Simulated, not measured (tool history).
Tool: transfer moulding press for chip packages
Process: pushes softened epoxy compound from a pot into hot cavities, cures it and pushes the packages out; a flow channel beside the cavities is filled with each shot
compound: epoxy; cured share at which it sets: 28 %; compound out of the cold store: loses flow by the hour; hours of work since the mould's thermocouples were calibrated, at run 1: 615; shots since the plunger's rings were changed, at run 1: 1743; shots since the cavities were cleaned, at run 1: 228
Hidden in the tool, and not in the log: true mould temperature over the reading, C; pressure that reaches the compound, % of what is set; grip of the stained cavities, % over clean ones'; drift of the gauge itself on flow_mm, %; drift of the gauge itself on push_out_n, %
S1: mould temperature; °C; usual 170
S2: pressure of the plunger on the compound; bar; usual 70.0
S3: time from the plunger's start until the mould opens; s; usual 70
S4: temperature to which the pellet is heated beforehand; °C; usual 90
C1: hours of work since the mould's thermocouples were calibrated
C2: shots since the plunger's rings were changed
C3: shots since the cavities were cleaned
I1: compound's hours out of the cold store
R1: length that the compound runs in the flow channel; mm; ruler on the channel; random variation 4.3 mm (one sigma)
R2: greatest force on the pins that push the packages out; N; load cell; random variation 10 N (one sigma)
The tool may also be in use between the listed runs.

{"run": 1, "hour": 0.0, "S1": 170, "S2": 70.0, "S3": 70, "S4": 90, "C1": 615, "C2": 1743, "C3": 228, "I1": 27.0, "R1": 870, "R2": 774}
{"run": 2, "hour": 14.0, "S1": 170, "S2": 70.0, "S3": 70, "S4": 90, "C1": 624, "C2": 1936, "C3": 421, "I1": 9.2, "R1": 977, "R2": 968}
{"hour": 29.9, "done": "cavities cleaned with cleaning compound and waxed"}
{"run": 3, "hour": 38.1, "S1": 170, "S2": 70.0, "S3": 70, "S4": 90, "C1": 639, "C2": 2246, "C3": 112, "I1": 22.3, "R1": 891, "R2": 1214}
{"run": 4, "hour": 58.6, "S1": 170, "S2": 70.0, "S3": 70, "S4": 90, "C1": 652, "C2": 2528, "C3": 394, "I1": 14.9, "R1": 929, "R2": 1227}
{"run": 5, "hour": 73.8, "S1": 170, "S2": 70.0, "S3": 70, "S4": 90, "C1": 662, "C2": 2736, "C3": 602, "I1": 20.4, "R1": 896, "R2": 1212}
{"hour": 77.4, "done": "cavities cleaned with cleaning compound and waxed"}
{"hour": 84.5, "done": "plunger's sealing rings changed"}
{"run": 6, "hour": 100.2, "S1": 170, "S2": 70.0, "S3": 70, "S4": 90, "C1": 676, "C2": 216, "C3": 279, "I1": 37.7, "R1": 841, "R2": 776}
{"hour": 111.6, "done": "mould's thermocouples calibrated"}
{"run": 7, "hour": 122.2, "S1": 170, "S2": 70.0, "S3": 70, "S4": 90, "C1": 7, "C2": 490, "C3": 553, "I1": 30.0, "R1": 874, "R2": 949}
{"hour": 128.9, "done": "cavities cleaned with cleaning compound and waxed"}
{"run": 8, "hour": 144.0, "S1": 170, "S2": 70.0, "S3": 70, "S4": 90, "C1": 20, "C2": 769, "C3": 208, "I1": 43.1, "R1": 799, "R2": 717}
{"hour": 156.4, "done": "cavities cleaned with cleaning compound and waxed, once more"}
{"run": 9, "hour": 156.4, "S1": 177, "S2": 70.0, "S3": 70, "S4": 90, "C1": 27, "C2": 919, "C3": 0, "I1": 34.4, "R1": 818, "R2": 382}
{"run": 10, "hour": 170.6, "S1": 166, "S2": 70.0, "S3": 70, "S4": 90, "C1": 36, "C2": 1114, "C3": 195, "I1": 45.1, "R1": 797, "R2": 920}
{"run": 11, "hour": 185.3, "S1": 166, "S2": 70.0, "S3": 70, "S4": 87, "C1": 46, "C2": 1316, "C3": 397, "I1": 18.8, "R1": 943, "R2": 1211}
{"run": 12, "hour": 196.4, "S1": 166, "S2": 70.0, "S3": 70, "S4": 87, "C1": 53, "C2": 1469, "C3": 550, "I1": 12.7, "R1": 973, "R2": 1350}
{"hour": 202.8, "done": "cavities cleaned with cleaning compound and waxed"}
{"run": 13, "hour": 218.4, "S1": 166, "S2": 70.0, "S3": 70, "S4": 87, "C1": 66, "C2": 1750, "C3": 214, "I1": 40.8, "R1": 811, "R2": 931}
{"run": 14, "hour": 234.7, "S1": 166, "S2": 77.1, "S3": 77, "S4": 81, "C1": 77, "C2": 1974, "C3": 438, "I1": 29.2, "R1": 905, "R2": 965}
{"hour": 249.5, "done": "cavities cleaned with cleaning compound and waxed"}
{"run": 15, "hour": 256.6, "S1": 172, "S2": 69.0, "S3": 53, "S4": 90, "C1": 90, "C2": 2255, "C3": 99, "I1": 9.6, "R1": 943, "R2": 1106}
{"run": 16, "hour": 273.2, "S1": 172, "S2": 65.9, "S3": 53, "S4": 90, "C1": 101, "C2": 2483, "C3": 327, "I1": 37.5, "R1": 765, "R2": 1263}
{"run": 17, "hour": 287.9, "S1": 170, "S2": 63.5, "S3": 70, "S4": 83, "C1": 110, "C2": 2684, "C3": 528, "I1": 9.8, "R1": 895, "R2": 1012}
{"hour": 296.5, "done": "cavities cleaned with cleaning compound and waxed"}
{"hour": 301.0, "done": "plunger's sealing rings changed"}
{"run": 18, "hour": 311.9, "S1": 170, "S2": 72.6, "S3": 91, "S4": 90, "C1": 123, "C2": 149, "C3": 176, "I1": 15.3, "R1": 997, "R2": 540}
{"run": 19, "hour": 334.1, "S1": 165, "S2": 70.0, "S3": 71, "S4": 90, "C1": 137, "C2": 454, "C3": 481, "I1": 35.8, "R1": 863, "R2": 1233}
{"hour": 345.7, "done": "cavities cleaned with cleaning compound and waxed"}
{"run": 20, "hour": 352.9, "S1": 174, "S2": 61.1, "S3": 107, "S4": 95, "C1": 148, "C2": 693, "C3": 99, "I1": 37.5, "R1": 760, "R2": 427}
{"run": 21, "hour": 364.2, "S1": 166, "S2": 70.0, "S3": 55, "S4": 91, "C1": 156, "C2": 847, "C3": 253, "I1": 11.1, "R1": 1005, "R2": 1843}
{"run": 22, "hour": 383.6, "S1": 170, "S2": 56.3, "S3": 70, "S4": 100, "C1": 168, "C2": 1114, "C3": 520, "I1": 24.7, "R1": 797, "R2": 915}
{"hour": 391.7, "done": "cavities cleaned with cleaning compound and waxed"}
{"run": 23, "hour": 403.0, "S1": 170, "S2": 56.3, "S3": 70, "S4": 100, "C1": 180, "C2": 1359, "C3": 154, "I1": 21.9, "R1": 809, "R2": 722}
{"run": 24, "hour": 420.6, "S1": 175, "S2": 70.0, "S3": 95, "S4": 90, "C1": 191, "C2": 1602, "C3": 397, "I1": 45.9, "R1": 757, "R2": 606}
{"run": 25, "hour": 435.6, "S1": 163, "S2": 84.7, "S3": 69, "S4": 88, "C1": 201, "C2": 1807, "C3": 602, "I1": 41.1, "R1": 904, "R2": 1620}
{"hour": 438.8, "done": "cavities cleaned with cleaning compound and waxed"}
{"run": 26, "hour": 454.7, "S1": 177, "S2": 68.1, "S3": 69, "S4": 95, "C1": 212, "C2": 2050, "C3": 219, "I1": 45.4, "R1": 732, "R2": 551}

Measured less the same run without the tool's hidden state. The same run-to-run variation is in both; the gauge's scatter may not be:
run=1 R1=-28 R2=+289
run=2 R1=-36 R2=+451
run=3 R1=-39 R2=+747
run=4 R1=-46 R2=+728
run=5 R1=-49 R2=+700
run=6 R1=-5 R2=+303
run=7 R1=-11 R2=+463
run=8 R1=-15 R2=+250
run=9 R1=-17 R2=+7
run=10 R1=-20 R2=+302
run=11 R1=-28 R2=+540
run=12 R1=-32 R2=+658
run=13 R1=-31 R2=+331
run=14 R1=-39 R2=+444
run=15 R1=-47 R2=+239
run=16 R1=-42 R2=+517
run=17 R1=-55 R2=+480
run=18 R1=-3 R2=+177
run=19 R1=-8 R2=+590
run=20 R1=-11 R2=+89
run=21 R1=-17 R2=+683
run=22 R1=-18 R2=+439
run=23 R1=-23 R2=+221
run=24 R1=-26 R2=+267
run=25 R1=-35 R2=+815
run=26 R1=-32 R2=+194

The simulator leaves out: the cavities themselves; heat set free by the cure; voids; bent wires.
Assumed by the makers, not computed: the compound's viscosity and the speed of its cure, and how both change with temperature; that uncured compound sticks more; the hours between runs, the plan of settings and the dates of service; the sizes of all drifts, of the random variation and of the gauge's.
